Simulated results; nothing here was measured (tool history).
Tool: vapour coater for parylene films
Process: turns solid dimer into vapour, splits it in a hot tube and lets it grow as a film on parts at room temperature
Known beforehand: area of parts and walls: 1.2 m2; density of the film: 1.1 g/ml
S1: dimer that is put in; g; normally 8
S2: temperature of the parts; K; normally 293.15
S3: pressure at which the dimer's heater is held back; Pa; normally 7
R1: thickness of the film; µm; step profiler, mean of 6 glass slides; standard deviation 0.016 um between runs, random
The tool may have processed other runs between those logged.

{"run": 1, "hour": 0.0, "S1": 8, "S2": 293.15, "S3": 7, "R1": 2.7}
{"run": 2, "hour": 18.7, "S1": 8, "S2": 293.15, "S3": 7, "R1": 2.69}
{"run": 3, "hour": 37.4, "S1": 8, "S2": 293.15, "S3": 7, "R1": 2.7}
{"run": 4, "hour": 46.2, "S1": 8, "S2": 293.15, "S3": 7, "R1": 2.7}
{"run": 5, "hour": 59.6, "S1": 8, "S2": 293.15, "S3": 7, "R1": 2.68}
{"run": 6, "hour": 68.3, "S1": 8, "S2": 293.15, "S3": 7, "R1": 2.7}
{"run": 7, "hour": 78.6, "S1": 8, "S2": 293.15, "S3": 7, "R1": 2.7}
{"run": 8, "hour": 97.3, "S1": 8, "S2": 293.15, "S3": 7, "R1": 2.69}
{"run": 9, "hour": 108.6, "S1": 8, "S2": 293.15, "S3": 7, "R1": 2.7}
{"run": 10, "hour": 118.9, "S1": 8, "S2": 293.15, "S3": 7, "R1": 2.72}
{"run": 11, "hour": 127.8, "S1": 8, "S2": 293.15, "S3": 7, "R1": 2.7}
{"run": 12, "hour": 138.9, "S1": 8, "S2": 293.15, "S3": 7, "R1": 2.68}
{"run": 13, "hour": 152.1, "S1": 8, "S2": 293.15, "S3": 7, "R1": 2.67}
{"run": 14, "hour": 161.3, "S1": 8, "S2": 293.15, "S3": 7, "R1": 2.67}
{"run": 15, "hour": 168.9, "S1": 8, "S2": 293.15, "S3": 7, "R1": 2.68}
{"run": 16, "hour": 180.8, "S1": 5, "S2": 291.15, "S3": 7, "R1": 1.79}
{"run": 17, "hour": 188.4, "S1": 5, "S2": 293.15, "S3": 4.83, "R1": 1.75}
{"run": 18, "hour": 196.3, "S1": 5, "S2": 293.15, "S3": 4.83, "R1": 1.75}
{"run": 19, "hour": 205.3, "S1": 5, "S2": 293.15, "S3": 4.83, "R1": 1.76}
{"run": 20, "hour": 217.1, "S1": 5, "S2": 290.15, "S3": 4.83, "R1": 1.9}
{"run": 21, "hour": 232.7, "S1": 8, "S2": 290.15, "S3": 4.36, "R1": 3.07}
{"run": 22, "hour": 250.4, "S1": 5, "S2": 289.15, "S3": 9.53, "R1": 1.79}
{"run": 23, "hour": 259.4, "S1": 8, "S2": 294.15, "S3": 2.63, "R1": 2.94}

Below are 3 alternative next runs, each starting from the tool's condition after run 23. Predict each:
{"run": "A", "hour": 273.6, "S1": 11, "S2": 293.15, "S3": 7, "R1": "?"}
{"run": "B", "hour": 273.6, "S1": 7, "S2": 304.15, "S3": 6.24, "R1": "?"}
{"run": "C", "hour": 273.6, "S1": 8, "S2": 293.15, "S3": 5.09, "R1": "?"}

run=A R1=3.67
run=B R1=1.73
run=C R1=2.77
What these runs would have given with no unlogged condition in the tool:
run=A R1=3.68
run=B R1=1.73
run=C R1=2.78
